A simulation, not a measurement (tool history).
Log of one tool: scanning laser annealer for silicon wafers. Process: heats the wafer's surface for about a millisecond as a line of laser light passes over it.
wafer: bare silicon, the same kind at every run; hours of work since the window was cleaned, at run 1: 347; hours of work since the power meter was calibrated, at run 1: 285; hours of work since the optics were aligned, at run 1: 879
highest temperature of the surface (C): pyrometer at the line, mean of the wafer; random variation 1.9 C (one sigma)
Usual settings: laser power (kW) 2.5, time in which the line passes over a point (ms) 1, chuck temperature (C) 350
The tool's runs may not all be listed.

| run | hour | laser power (kW) | time in which the line passes over a point (ms) | chuck temperature (C) | hours of work since the window was cleaned | hours of work since the power meter was calibrated | hours of work since the optics were aligned | highest temperature of the surface (C) |
|---|---|---|---|---|---|---|---|---|
| 1 | 0 | 2.5 | 1 | 350 | 347 | 285 | 879 | 1138 |
| 2 | 34.1 | 2.138 | 1 | 350 | 363 | 302 | 896 | 1006 |
| 3 | 73.9 | 2.5 | 1 | 350 | 383 | 322 | 915 | 1136 |
| 4 | 115 | 2.5 | 1 | 350 | 404 | 342 | 936 | 1137 |
| 5 | 155 | 2.5 | 1 | 350 | 423 | 362 | 956 | 1137 |
|  | 194.8 | window over the wafer cleaned |
| 6 | 202.6 | 2.5 | 1 | 350 | 4 | 385 | 978 | 1137 |
| 7 | 225.7 | 2.5 | 1 | 350 | 15 | 396 | 990 | 1138 |
| 8 | 262.2 | 2.5 | 1.09 | 350 | 33 | 414 | 1008 | 1170 |
| 9 | 307.8 | 2.5 | 1 | 325 | 56 | 437 | 1030 | 1113 |
| 10 | 336.2 | 2.141 | 1 | 316 | 70 | 451 | 1045 | 972 |
| 11 | 366.1 | 2.417 | 0.97 | 350 | 85 | 466 | 1059 | 1101 |
| 12 | 405.7 | 2.417 | 0.97 | 350 | 105 | 486 | 1079 | 1098 |
| 13 | 427.4 | 2.293 | 0.87 | 318 | 115 | 496 | 1090 | 987 |
| 14 | 468.2 | 2.685 | 1.08 | 361 | 136 | 517 | 1110 | 1251 |
| 15 | 508.4 | 2.508 | 1.2 | 369 | 156 | 537 | 1130 | 1230 |
| 16 | 556.1 | 2.508 | 1.13 | 315 | 179 | 560 | 1154 | 1149 |

Hidden state at the last listed run before each entry between runs and at the first one after, where it differs:
Between runs 5 and 6: window over the wafer cleaned (hour 194.8)
  light that passes the window, % of a clean one's: 99.85 -> 99.99
